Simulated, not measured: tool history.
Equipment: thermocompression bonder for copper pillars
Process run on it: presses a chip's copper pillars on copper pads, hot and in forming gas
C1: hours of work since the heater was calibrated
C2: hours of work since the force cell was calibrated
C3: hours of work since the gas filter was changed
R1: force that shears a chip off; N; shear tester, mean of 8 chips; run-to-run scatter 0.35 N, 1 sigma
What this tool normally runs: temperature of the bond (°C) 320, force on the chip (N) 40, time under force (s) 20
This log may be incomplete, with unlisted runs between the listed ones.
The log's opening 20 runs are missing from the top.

Run 21, day 8.292: usual settings but temperature of the bond (°C) 345, force on the chip (N) 29, time under force (s) 12; C1 7; C2 144; C3 230. Result: R1 73.2 N.
Run 22, day 8.575: usual settings but force on the chip (N) 49; C1 11; C2 148; C3 234. Result: R1 85.3 N.
Run 23, day 8.988: usual settings but temperature of the bond (°C) 349, force on the chip (N) 46, time under force (s) 11; C1 17; C2 154; C3 239. Result: R1 88.4 N.
Run 24, day 9.529: usual settings but temperature of the bond (°C) 349, force on the chip (N) 46, time under force (s) 22; C1 24; C2 161; C3 247. Result: R1 98.9 N.
Run 25, day 10.1: usual settings but temperature of the bond (°C) 349, force on the chip (N) 46, time under force (s) 22; C1 32; C2 169; C3 255. Result: R1 99.1 N.
Run 26, day 10.392: usual settings but temperature of the bond (°C) 312, force on the chip (N) 42, time under force (s) 53; C1 36; C2 173; C3 259. Result: R1 92.9 N.
Run 27, day 10.975: usual settings but temperature of the bond (°C) 312, force on the chip (N) 42, time under force (s) 45; C1 44; C2 181; C3 267. Result: R1 90 N.
Run 28, day 11.525: usual settings but temperature of the bond (°C) 312, force on the chip (N) 42, time under force (s) 39; C1 52; C2 189; C3 274. Result: R1 87.8 N.
Run 29, day 11.904: usual settings but temperature of the bond (°C) 322, time under force (s) 24; C1 57; C2 194; C3 280. Result: R1 83 N.
Run 30, day 12.217: usual settings but temperature of the bond (°C) 322, time under force (s) 24; C1 61; C2 198; C3 284. Result: R1 82.7 N.

Forecast each of these 4 alternatives for the next run:
Run A, day 12.579: usual settings but temperature of the bond (°C) 322, force on the chip (N) 31, time under force (s) 25; C1 66; C2 203; C3 289. Result: R1 ?.
Run B, day 12.579: usual settings but time under force (s) 23; C1 66; C2 203; C3 289. Result: R1 ?.
Run C, day 12.579: usual settings but temperature of the bond (°C) 322, time under force (s) 21; C1 66; C2 203; C3 289. Result: R1 ?.
Run D, day 12.579: usual settings but temperature of the bond (°C) 338, force on the chip (N) 34; C1 66; C2 203; C3 289. Result: R1 ?.

run    R1
  A  74.8
  B  81.3
  C  80.2
  D    84
Without the tool's hidden state the same runs would have given:
run    R1
  A  77.1
  B  83.8
  C  82.6
  D  86.5
